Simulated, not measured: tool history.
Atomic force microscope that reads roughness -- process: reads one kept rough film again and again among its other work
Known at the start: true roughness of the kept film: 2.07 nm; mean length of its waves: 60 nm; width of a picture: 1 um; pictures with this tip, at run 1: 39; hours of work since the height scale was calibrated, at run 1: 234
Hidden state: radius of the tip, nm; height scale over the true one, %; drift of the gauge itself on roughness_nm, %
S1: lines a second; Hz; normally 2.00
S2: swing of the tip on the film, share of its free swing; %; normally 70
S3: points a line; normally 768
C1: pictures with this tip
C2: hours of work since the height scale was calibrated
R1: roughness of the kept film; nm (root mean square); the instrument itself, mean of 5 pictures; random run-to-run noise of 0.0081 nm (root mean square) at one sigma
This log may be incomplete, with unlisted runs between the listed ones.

run	hour	S1	S2	S3	C1	C2	R1
1	0.0	2.00	70	768	39	234	1.760
2	5.3	1.45	70	768	47	238	1.828
3	15.5	1.45	70	768	62	244	1.805
4	24.9	2.00	70	768	77	250	1.724
5	33.9	2.00	70	768	90	256	1.715
# hour 37.1: new tip fitted
6	43.1	1.05	70	768	9	262	1.894
7	48.8	1.05	70	768	17	265	1.892
# hour 50.7: height scale calibrated on a step standard
8	58.3	1.18	70	383	30	5	1.877
9	62.8	1.18	70	383	37	8	1.862
10	67.5	1.19	58	383	44	11	1.929

Below are 4 alternative next runs, each starting from the tool's condition after run 10. Predict each:
A	73.6	2.18	89	467	54	15	?
B	73.6	0.92	55	679	54	15	?
C	73.6	1.63	64	423	54	15	?
D	73.6	1.19	56	337	54	15	?

run	R1
A	1.478
B	1.947
C	1.852
D	1.923
What these runs would have given with no unlogged condition in the tool:
run	R1
A	1.512
B	1.992
C	1.894
D	1.967
